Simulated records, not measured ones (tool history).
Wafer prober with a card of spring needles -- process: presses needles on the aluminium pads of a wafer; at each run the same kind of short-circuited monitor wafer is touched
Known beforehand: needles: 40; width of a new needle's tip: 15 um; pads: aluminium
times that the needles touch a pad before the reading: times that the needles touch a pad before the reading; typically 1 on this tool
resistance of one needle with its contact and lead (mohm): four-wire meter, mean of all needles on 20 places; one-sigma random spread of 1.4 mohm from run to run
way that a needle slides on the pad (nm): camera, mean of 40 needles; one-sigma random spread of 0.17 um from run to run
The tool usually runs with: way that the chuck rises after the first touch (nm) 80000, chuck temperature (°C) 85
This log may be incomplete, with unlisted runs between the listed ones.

run,hour,way that the chuck rises after the first touch (nm),chuck temperature (°C),times that the needles touch a pad before the reading,resistance of one needle with its contact and lead (mohm),way that a needle slides on the pad (nm)
1,0,80000,85,1,131,17800
# hour 10.4: tips cleaned on abrasive film
# hour 20.8: tips cleaned on abrasive film
# hour 33.8: tips cleaned on abrasive film
# hour 46.7: tips cleaned on abrasive film
# hour 59.7: tips cleaned on abrasive film
2,68.7,80000,85,1,145,17830
# hour 71.4: tips cleaned on abrasive film
# hour 81.8: tips cleaned on abrasive film
# hour 94.8: tips cleaned on abrasive film
3,100.6,80000,85,1,140,17810
# hour 105.9: tips cleaned on abrasive film
# hour 118.9: tips cleaned on abrasive film
# hour 129.3: tips cleaned on abrasive film
# hour 142.2: tips cleaned on abrasive film
4,143.4,80000,85,1,127,17830
# hour 153.8: tips cleaned on abrasive film
# hour 166.8: tips cleaned on abrasive film
# hour 179.8: tips cleaned on abrasive film
5,188.5,80000,85,1,147,17910
# hour 191.2: tips cleaned on abrasive film
# hour 204.2: tips cleaned on abrasive film
# hour 217.2: tips cleaned on abrasive film
# hour 227.8: height of the first contact set anew
# hour 230.5: tips cleaned on abrasive film
# hour 243.4: tips cleaned on abrasive film
6,249.1,80000,85,1,139,18930
# hour 254.3: tips cleaned on abrasive film
# hour 267.3: tips cleaned on abrasive film
# hour 277.7: tips cleaned on abrasive film
# hour 290.7: tips cleaned on abrasive film
# hour 302.1: tips cleaned on abrasive film
7,302.1,80000,85,1,118,18460
# hour 315.1: tips cleaned on abrasive film
# hour 328.1: tips cleaned on abrasive film
# hour 341.1: tips cleaned on abrasive film
# hour 354: tips cleaned on abrasive film
8,356.1,80000,85,1,130,18560
# hour 366.5: tips cleaned on abrasive film
# hour 379.5: tips cleaned on abrasive film
# hour 392.5: tips cleaned on abrasive film
9,396.8,80000,85,1,136,18440
# hour 404.6: tips cleaned on abrasive film
# hour 417.6: tips cleaned on abrasive film
# hour 430.6: tips cleaned on abrasive film
# hour 443.6: tips cleaned on abrasive film
# hour 454.2: tips cleaned on abrasive film
10,454.2,80000,85,1,121,18450
# hour 467.2: tips cleaned on abrasive film
# hour 480.2: tips cleaned on abrasive film
# hour 493.2: tips cleaned on abrasive film
# hour 503.6: tips cleaned on abrasive film
11,508.3,80000,85,1,141,18360
# hour 516.2: tips cleaned on abrasive film
# hour 529.1: tips cleaned on abrasive film
# hour 539.5: tips cleaned on abrasive film
# hour 552.5: tips cleaned on abrasive film
# hour 565.5: tips cleaned on abrasive film
12,568.6,80000,85,1,134,18200
# hour 576.4: tips cleaned on abrasive film
# hour 589.4: tips cleaned on abrasive film
# hour 602.4: tips cleaned on abrasive film
# hour 612.8: tips cleaned on abrasive film
# hour 625.3: tips cleaned on abrasive film
13,625.3,80000,85,1,123,17870

Forecast run 14:
# hour 638.2: tips cleaned on abrasive film
# hour 651.2: tips cleaned on abrasive film
# hour 661.6: tips cleaned on abrasive film
# hour 674.6: tips cleaned on abrasive film
14,675.7,65000,85,1,?,?

{"run 14": {"resistance of one needle with its contact and lead (mohm)": 134, "way that a needle slides on the pad (nm)": 14680}}
The same run, on a tool lacking any hidden state, would have yielded resistance of one needle with its contact and lead (mohm) 116, way that a needle slides on the pad (nm) 15530.

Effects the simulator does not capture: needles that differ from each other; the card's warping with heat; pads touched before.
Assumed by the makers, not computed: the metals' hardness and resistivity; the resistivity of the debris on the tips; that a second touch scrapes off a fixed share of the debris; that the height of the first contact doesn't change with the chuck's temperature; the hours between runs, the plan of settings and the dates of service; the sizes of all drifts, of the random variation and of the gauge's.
